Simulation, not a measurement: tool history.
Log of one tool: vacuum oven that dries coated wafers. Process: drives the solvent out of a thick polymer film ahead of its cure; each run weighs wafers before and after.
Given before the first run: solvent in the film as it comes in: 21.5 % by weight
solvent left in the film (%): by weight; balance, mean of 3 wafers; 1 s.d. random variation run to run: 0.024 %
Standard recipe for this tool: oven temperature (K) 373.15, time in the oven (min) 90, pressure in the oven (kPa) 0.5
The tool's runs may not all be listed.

run	hour	oven temperature (K)	time in the oven (min)	pressure in the oven (kPa)	solvent left in the film (%)
1	0	373.15	90	0.5	1.13
2	20.4	373.15	90	0.5	1.12
3	41.6	373.15	90	0.834	1.35
4	57	387.15	90	0.834	0.33
5	84.6	387.15	90	0.834	0.34
6	105.1	373.15	90	0.5	1.15
7	131.2	373.15	90	0.5	1.15
8	159.3	373.15	90	0.5	1.15
9	192.1	373.15	90	0.5	1.16
10	210.9	373.15	90	0.5	1.16
11	234.8	361.15	90	0.5	3.5
12	253.9	373.15	90	0.5	1.18
13	278.5	373.15	90	0.5	1.16
14	304.4	373.15	90	0.5	1.19
15	337.5	373.15	90	0.5	1.19
16	359.5	373.15	90	0.5	1.19
17	384.2	373.15	90	0.5	1.17
18	402.6	373.15	90	0.5	1.18
19	430.8	373.15	90	0.5	1.18
20	454	373.15	90	0.5	1.19
21	472.3	373.15	90	0.5	1.19
22	494.2	373.15	90	0.5	1.24
23	508.4	373.15	90	0.5	1.19
24	529.2	373.15	162	0.5	0.4
25	544.1	373.15	128	0.919	0.83
26	575.8	377.15	90	0.5	0.79
27	610.3	377.15	90	0.5	0.81
28	631.4	382.15	70	0.28	0.76
29	665.8	382.15	70	0.28	0.76
30	694.3	388.15	59	0.709	0.74
# hour 697.8: vacuum gauge cleaned of residue and calibrated
31	713.1	374.15	158	1.206	0.77
32	743.3	374.15	101	1.206	1.28
33	773.3	374.15	101	1.206	1.25
# hour 781.8: vacuum gauge cleaned of residue and calibrated, once more
34	799.8	363.15	90	0.298	2.92
35	817.1	366.15	47	0.559	5.98
36	844.7	366.15	47	0.559	5.97
37	878.3	366.15	47	0.559	6.01
38	905	366.15	47	0.559	6.05
39	923.4	362.15	67	0.5	4.98
40	941.1	363.15	69	0.429	4.49
41	973.6	361.15	90	0.5	3.55
42	1004.1	377.15	90	0.5	0.77
43	1032.2	373.15	61	0.5	2.68
# hour 1039.4: oven's thermocouples calibrated
44	1053.9	373.15	125	0.438	0.5
45	1072.6	373.15	125	0.438	0.54
46	1102.4	379.15	73	0.46	1
47	1136.6	372.15	123	0.5	0.65

Below are 3 alternative next runs, each starting from the tool's condition after run 47. Predict each:
A	1158	385.15	115	1.642	?
B	1158	358.15	123	0.5	?
C	1158	361.15	97	0.5	?

run	solvent left in the film (%)
A	0.65
B	2.68
C	3.09
Had the tool no hidden state, the same runs would have come out as:
run	solvent left in the film (%)
A	0.62
B	2.55
C	2.96
